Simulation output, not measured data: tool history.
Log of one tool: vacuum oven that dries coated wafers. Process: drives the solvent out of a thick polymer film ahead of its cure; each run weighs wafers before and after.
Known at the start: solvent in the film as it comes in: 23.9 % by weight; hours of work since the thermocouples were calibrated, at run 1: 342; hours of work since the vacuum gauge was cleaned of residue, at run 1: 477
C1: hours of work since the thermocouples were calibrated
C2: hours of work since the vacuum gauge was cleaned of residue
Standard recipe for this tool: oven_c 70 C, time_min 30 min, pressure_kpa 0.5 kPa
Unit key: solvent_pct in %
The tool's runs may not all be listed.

Run 1, hour 0: usual settings; C1 342; C2 477. Result: solvent_pct 1.63 %.
Run 2, hour 20.3: usual settings but time_min 33 min; C1 356; C2 490. Result: solvent_pct 1.36 %.
Run 3, hour 39.8: usual settings; C1 369; C2 503. Result: solvent_pct 1.67 %.
Run 4, hour 58: usual settings; C1 381; C2 515. Result: solvent_pct 1.76 %.
Run 5, hour 67.1: usual settings; C1 387; C2 521. Result: solvent_pct 1.76 %.
Run 6, hour 89: usual settings; C1 401; C2 536. Result: solvent_pct 1.75 %.
Run 7, hour 106.8: usual settings; C1 413; C2 547. Result: solvent_pct 1.61 %.
Run 8, hour 121.3: usual settings; C1 423; C2 557. Result: solvent_pct 1.62 %.
Run 9, hour 136.1: usual settings; C1 432; C2 567. Result: solvent_pct 1.67 %.
Run 10, hour 148.7: usual settings; C1 441; C2 575. Result: solvent_pct 1.78 %.
Run 11, hour 167.4: usual settings but time_min 16 min; C1 453; C2 587. Result: solvent_pct 5.07 %.
Run 12, hour 177.3: usual settings but time_min 16 min; C1 460; C2 594. Result: solvent_pct 5.05 %.
Run 13, hour 196.1: usual settings but pressure_kpa 0.503 kPa; C1 472; C2 606. Result: solvent_pct 1.77 %.
At hour 199.5: oven's thermocouples calibrated.
Run 14, hour 207.6: usual settings but oven_c 59 C, pressure_kpa 0.503 kPa; C1 5; C2 613. Result: solvent_pct 6.01 %.
Run 15, hour 222.6: usual settings but pressure_kpa 0.528 kPa; C1 15; C2 623. Result: solvent_pct 1.86 %.
Run 16, hour 240.1: usual settings but pressure_kpa 0.528 kPa; C1 27; C2 634. Result: solvent_pct 1.79 %.
Run 17, hour 251.7: usual settings but pressure_kpa 0.528 kPa; C1 34; C2 642. Result: solvent_pct 1.81 %.
At hour 270.1: oven's thermocouples calibrated, once more.
Run 18, hour 274.3: usual settings; C1 3; C2 655. Result: solvent_pct 1.57 %.
Run 19, hour 292.3: usual settings but pressure_kpa 0.612 kPa; C1 15; C2 667. Result: solvent_pct 1.54 %.
Run 20, hour 306.2: usual settings but pressure_kpa 0.612 kPa; C1 24; C2 676. Result: solvent_pct 1.67 %.
Run 21, hour 315.7: usual settings but oven_c 67 C, time_min 50 min, pressure_kpa 0.762 kPa; C1 30; C2 683. Result: solvent_pct 1.1 %.
Run 22, hour 332.4: usual settings but oven_c 67 C, time_min 37 min, pressure_kpa 0.762 kPa; C1 41; C2 694. Result: solvent_pct 1.79 %.

Run 23 is up next; what results do you expect?
Run 23, hour 345.5: usual settings but oven_c 67 C, time_min 37 min, pressure_kpa 0.762 kPa; C1 50; C2 702. Result: solvent_pct ?.

{"run 23": {"solvent_pct": 1.72}}
With no hidden state in the tool, this same run would have given solvent_pct 1.59 %.
